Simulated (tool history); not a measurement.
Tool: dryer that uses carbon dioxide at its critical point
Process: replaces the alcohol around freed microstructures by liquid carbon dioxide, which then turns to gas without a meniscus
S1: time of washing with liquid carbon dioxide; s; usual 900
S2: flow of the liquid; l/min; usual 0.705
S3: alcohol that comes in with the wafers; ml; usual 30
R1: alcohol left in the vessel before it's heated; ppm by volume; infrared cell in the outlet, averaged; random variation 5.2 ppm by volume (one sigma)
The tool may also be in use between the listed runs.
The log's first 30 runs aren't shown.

run   hour    S1     S2  S3   R1
 31  271.2   720  1.079  22   68
 32  283.8   900  0.705  60  278
 33  291.4  1440  0.695  30   50
 34  301.1  1440  0.695  30   52
 35  312.2  1260  1.028  81   38
 36  321.7  1260  1.028  81   47
 37  329.1  1260  1.028  81   50
 38  339.7  1260  1.028  81   49
 39  347.3   900  0.698  49  273
 40  358.4   900  0.698  49  269

Forecast each of these 3 alternatives for the next run:
  A  369.9  1260  1.077  30   ?
  B  369.9   540  0.910  87   ?
  C  369.9   900  0.698  26   ?

run    R1
  A    41
  B  1111
  C   166
Without the tool's hidden state the same runs would have given:
run   R1
  A    0
  B  721
  C   77
